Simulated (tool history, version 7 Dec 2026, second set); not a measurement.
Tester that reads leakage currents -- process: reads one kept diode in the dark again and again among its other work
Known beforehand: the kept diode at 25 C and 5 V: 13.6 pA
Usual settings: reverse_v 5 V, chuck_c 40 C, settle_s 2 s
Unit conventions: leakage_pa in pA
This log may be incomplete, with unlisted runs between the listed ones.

{"run": 1, "day": 0.0, "reverse_v": 5, "chuck_c": 40, "settle_s": 2, "leakage_pa": 46.84}
{"run": 2, "day": 3.588, "reverse_v": 5, "chuck_c": 25, "settle_s": 2, "leakage_pa": 15.91}
{"run": 3, "day": 10.517, "reverse_v": 5, "chuck_c": 21, "settle_s": 2, "leakage_pa": 12.85}
{"day": 14.438, "done": "chuck's temperature calibrated"}
{"run": 4, "day": 16.579, "reverse_v": 5, "chuck_c": 21, "settle_s": 2, "leakage_pa": 12.67}
{"run": 5, "day": 24.421, "reverse_v": 3.74, "chuck_c": 40, "settle_s": 2, "leakage_pa": 38.05}
{"run": 6, "day": 28.212, "reverse_v": 3.74, "chuck_c": 40, "settle_s": 2, "leakage_pa": 38.3}
{"run": 7, "day": 33.054, "reverse_v": 3.74, "chuck_c": 40, "settle_s": 2, "leakage_pa": 38.4}
{"day": 37.129, "done": "chuck's temperature calibrated, once more"}
{"run": 8, "day": 37.129, "reverse_v": 1.48, "chuck_c": 24, "settle_s": 2, "leakage_pa": 9.01}
{"run": 9, "day": 44.912, "reverse_v": 6.26, "chuck_c": 32, "settle_s": 2, "leakage_pa": 37.84}
{"run": 10, "day": 50.246, "reverse_v": 2.4, "chuck_c": 40, "settle_s": 0.88, "leakage_pa": 38.58}
{"run": 11, "day": 55.308, "reverse_v": 2.4, "chuck_c": 40, "settle_s": 0.88, "leakage_pa": 38.49}
{"run": 12, "day": 62.0, "reverse_v": 13.78, "chuck_c": 40, "settle_s": 2.67, "leakage_pa": 104.47}
{"run": 13, "day": 68.633, "reverse_v": 1.38, "chuck_c": 49, "settle_s": 2.67, "leakage_pa": 54.4}
{"day": 71.229, "done": "tester calibrated"}
{"run": 14, "day": 76.621, "reverse_v": 1.38, "chuck_c": 49, "settle_s": 2.67, "leakage_pa": 53.06}

Measured minus without-hidden-state, run by run (identical run-to-run variation in each term; gauge scatter may differ):
Hidden state present: stray current of the dirty probe card, pA a volt; current scale over the true one, %; true chuck temperature over the reading, C; drift of the gauge itself on leakage_pa, %.
run=1 leakage_pa=-3.49
run=2 leakage_pa=+1.45
run=3 leakage_pa=+2.57
run=4 leakage_pa=+2.47
run=5 leakage_pa=-5.59
run=6 leakage_pa=-5.55
run=7 leakage_pa=-5.53
run=8 leakage_pa=+1.99
run=9 leakage_pa=+8.81
run=10 leakage_pa=+3.01
run=11 leakage_pa=+2.92
run=12 leakage_pa=+21.22
run=13 leakage_pa=-0.14
run=14 leakage_pa=-1.36
